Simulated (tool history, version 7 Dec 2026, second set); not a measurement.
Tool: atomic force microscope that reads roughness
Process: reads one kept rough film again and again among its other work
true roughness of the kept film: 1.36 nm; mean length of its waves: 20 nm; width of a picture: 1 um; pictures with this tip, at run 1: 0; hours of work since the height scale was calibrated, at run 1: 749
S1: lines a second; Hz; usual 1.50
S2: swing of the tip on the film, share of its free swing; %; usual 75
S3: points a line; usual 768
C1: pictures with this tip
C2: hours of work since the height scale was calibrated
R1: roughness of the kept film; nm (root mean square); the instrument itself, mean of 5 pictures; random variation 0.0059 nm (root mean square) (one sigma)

run 1 hour=0.0 | S1=1.50 S2=75 S3=768 | C1=0 C2=749 | R1=1.087
run 2 hour=21.2 | S1=1.50 S2=75 S3=768 | C1=38 C2=765 | R1=1.032
run 3 hour=46.2 | S1=1.50 S2=75 S3=768 | C1=81 C2=784 | R1=0.954
run 4 hour=74.1 | S1=1.50 S2=75 S3=768 | C1=130 C2=804 | R1=0.874
-- hour=88.4 new tip fitted
run 5 hour=93.3 | S1=1.50 S2=75 S3=776 | C1=8 C2=818 | R1=1.080
run 6 hour=115.6 | S1=1.50 S2=75 S3=776 | C1=48 C2=835 | R1=1.010
run 7 hour=130.5 | S1=1.50 S2=75 S3=776 | C1=74 C2=846 | R1=0.953
run 8 hour=149.9 | S1=0.79 S2=75 S3=768 | C1=108 C2=860 | R1=0.952
run 9 hour=169.7 | S1=0.79 S2=75 S3=768 | C1=143 C2=875 | R1=0.902
-- hour=176.5 new tip fitted
run 10 hour=183.3 | S1=0.79 S2=75 S3=768 | C1=12 C2=885 | R1=1.099
run 11 hour=210.8 | S1=0.79 S2=75 S3=768 | C1=60 C2=905 | R1=1.018
run 12 hour=239.4 | S1=0.83 S2=55 S3=852 | C1=110 C2=926 | R1=0.975
-- hour=263.6 new tip fitted
run 13 hour=263.6 | S1=1.50 S2=64 S3=631 | C1=0 C2=944 | R1=1.129
run 14 hour=288.6 | S1=1.50 S2=64 S3=631 | C1=44 C2=962 | R1=1.040
run 15 hour=301.4 | S1=0.86 S2=75 S3=271 | C1=66 C2=972 | R1=0.974
run 16 hour=319.2 | S1=0.86 S2=75 S3=574 | C1=97 C2=985 | R1=0.949
run 17 hour=340.1 | S1=0.76 S2=77 S3=322 | C1=134 C2=1001 | R1=0.884
-- hour=350.8 new tip fitted
run 18 hour=366.4 | S1=0.76 S2=77 S3=322 | C1=28 C2=1020 | R1=1.052
run 19 hour=385.6 | S1=2.15 S2=68 S3=768 | C1=61 C2=1034 | R1=0.981
run 20 hour=410.9 | S1=3.03 S2=81 S3=569 | C1=106 C2=1053 | R1=0.790
run 21 hour=426.6 | S1=1.26 S2=72 S3=956 | C1=133 C2=1065 | R1=0.893

Forecast each of these 3 alternatives for the next run:
-- hour=439.1 new tip fitted
run A hour=454.2 | S1=1.70 S2=81 S3=699 | C1=27 C2=1085 | R1=?
-- hour=439.1 new tip fitted
run B hour=454.2 | S1=1.50 S2=75 S3=486 | C1=27 C2=1085 | R1=?
-- hour=439.1 new tip fitted
run C hour=454.2 | S1=0.58 S2=75 S3=507 | C1=27 C2=1085 | R1=?

run=A R1=0.971
run=B R1=1.026
run=C R1=1.072
Without the tool's hidden state the same runs would have given:
run=A R1=1.030
run=B R1=1.087
run=C R1=1.136
